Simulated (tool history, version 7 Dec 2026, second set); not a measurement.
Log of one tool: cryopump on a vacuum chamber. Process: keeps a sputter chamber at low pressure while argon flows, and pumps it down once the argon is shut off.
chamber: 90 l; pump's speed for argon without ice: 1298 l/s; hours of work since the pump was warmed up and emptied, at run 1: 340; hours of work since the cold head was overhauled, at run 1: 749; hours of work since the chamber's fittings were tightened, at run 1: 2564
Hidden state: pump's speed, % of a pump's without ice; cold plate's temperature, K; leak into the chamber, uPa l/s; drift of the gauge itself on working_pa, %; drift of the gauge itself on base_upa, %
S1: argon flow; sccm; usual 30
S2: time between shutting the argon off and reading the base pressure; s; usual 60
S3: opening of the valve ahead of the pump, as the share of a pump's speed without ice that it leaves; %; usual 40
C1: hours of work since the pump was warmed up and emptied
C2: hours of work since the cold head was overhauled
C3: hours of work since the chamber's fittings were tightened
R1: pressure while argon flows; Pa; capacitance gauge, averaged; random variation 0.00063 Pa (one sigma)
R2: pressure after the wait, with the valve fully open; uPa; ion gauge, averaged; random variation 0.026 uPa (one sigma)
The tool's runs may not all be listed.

run	hour	S1	S2	S3	C1	C2	C3	R1	R2
1	0	30	60	40	340	749	2564	0.1094	2.91
2	20.9	30	60	40	355	764	2579	0.11	3.03
3	37.7	30	60	37	367	776	2591	0.119	2.92
# hour 64.4: pump warmed up, emptied and cooled again
4	75.3	30	60	37	8	799	2614	0.1063	2.44
5	90.9	30	60	40	19	810	2625	0.0986	2.49
6	106.9	30	60	40	30	821	2636	0.0984	2.48
7	134.9	30	60	40	50	841	2656	0.0986	2.58
8	170.1	27	60	40	75	866	2681	0.0894	2.54
9	201.8	40	60	40	97	889	2703	0.1335	2.58
10	222.5	30	60	40	112	903	2718	0.1013	2.57
11	241.1	42	60	40	125	916	2731	0.1419	2.64
12	259.7	42	60	40	138	930	2745	0.1441	2.7
13	287.5	42	60	40	158	949	2764	0.145	2.7
14	307.3	42	60	40	172	963	2778	0.1437	2.81
15	332.3	30	60	40	190	981	2796	0.1033	2.78
16	355.6	30	60	40	206	998	2813	0.1041	2.76
17	374.8	30	60	40	220	1011	2826	0.1041	2.84
18	402.1	30	60	37	239	1031	2845	0.1135	2.81
19	432.3	30	60	37	261	1052	2867	0.1134	2.93
20	454.9	30	60	37	277	1068	2883	0.1139	3
21	479.2	16	152	28	294	1085	2900	0.0807	2.51
22	496.5	16	152	28	306	1098	2912	0.0794	2.53
23	524.3	13	60	37	326	1117	2932	0.0499	3.09
24	547.1	13	60	37	342	1133	2948	0.0503	3.1
25	573.8	13	60	37	361	1152	2967	0.0508	3.18
26	591.1	13	60	37	373	1165	2979	0.0513	3.23
# hour 607.4: pump warmed up, emptied and cooled again
27	620.8	12	60	16	10	1182	2997	0.0972	2.61
28	655.4	18	23	49	34	1207	3021	0.0481	4.09

Run 29 comes next. What will it give?
29	670.4	24	100	23	45	1217	3032	?	?

{"run 29": {"R1": 0.1369, "R2": 2.39}}
Without the tool's hidden state the same run would have given R1 0.1358 Pa, R2 0.74 uPa.

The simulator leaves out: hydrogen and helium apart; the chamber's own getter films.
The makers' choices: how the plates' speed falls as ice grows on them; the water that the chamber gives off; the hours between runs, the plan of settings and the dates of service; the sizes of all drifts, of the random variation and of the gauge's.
